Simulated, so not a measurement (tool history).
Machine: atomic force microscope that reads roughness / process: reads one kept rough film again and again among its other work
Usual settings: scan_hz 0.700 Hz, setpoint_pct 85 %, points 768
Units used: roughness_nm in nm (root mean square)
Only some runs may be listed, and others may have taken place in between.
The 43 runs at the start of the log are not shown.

run 44 day=30.950 | scan_hz=0.597 setpoint_pct=78 points=552 | roughness_nm=3.580
run 45 day=31.717 | scan_hz=0.709 setpoint_pct=85 points=632 | roughness_nm=3.484
run 46 day=32.250 | scan_hz=0.709 setpoint_pct=55 points=414 | roughness_nm=3.657
run 47 day=32.721 | scan_hz=0.994 setpoint_pct=85 points=336 | roughness_nm=3.343
run 48 day=33.262 | scan_hz=1.248 setpoint_pct=64 points=768 | roughness_nm=3.537
run 49 day=34.129 | scan_hz=2.754 setpoint_pct=76 points=736 | roughness_nm=3.086
-- day=34.675 new tip fitted
run 50 day=34.725 | scan_hz=2.754 setpoint_pct=76 points=736 | roughness_nm=3.201
run 51 day=35.367 | scan_hz=3.394 setpoint_pct=64 points=635 | roughness_nm=3.370
run 52 day=35.825 | scan_hz=1.269 setpoint_pct=85 points=918 | roughness_nm=3.328

Below are 4 alternative next runs, each starting from the tool's condition after run 52. Predict each:
run A day=36.775 | scan_hz=1.849 setpoint_pct=85 points=918 | roughness_nm=?
run B day=36.775 | scan_hz=1.278 setpoint_pct=85 points=277 | roughness_nm=?
run C day=36.775 | scan_hz=0.665 setpoint_pct=57 points=779 | roughness_nm=?
run D day=36.775 | scan_hz=1.269 setpoint_pct=87 points=918 | roughness_nm=?

run=A roughness_nm=3.118
run=B roughness_nm=3.247
run=C roughness_nm=3.672
run=D roughness_nm=3.243
Had the tool no hidden state, the same runs would have come out as:
run=A roughness_nm=3.187
run=B roughness_nm=3.320
run=C roughness_nm=3.754
run=D roughness_nm=3.316

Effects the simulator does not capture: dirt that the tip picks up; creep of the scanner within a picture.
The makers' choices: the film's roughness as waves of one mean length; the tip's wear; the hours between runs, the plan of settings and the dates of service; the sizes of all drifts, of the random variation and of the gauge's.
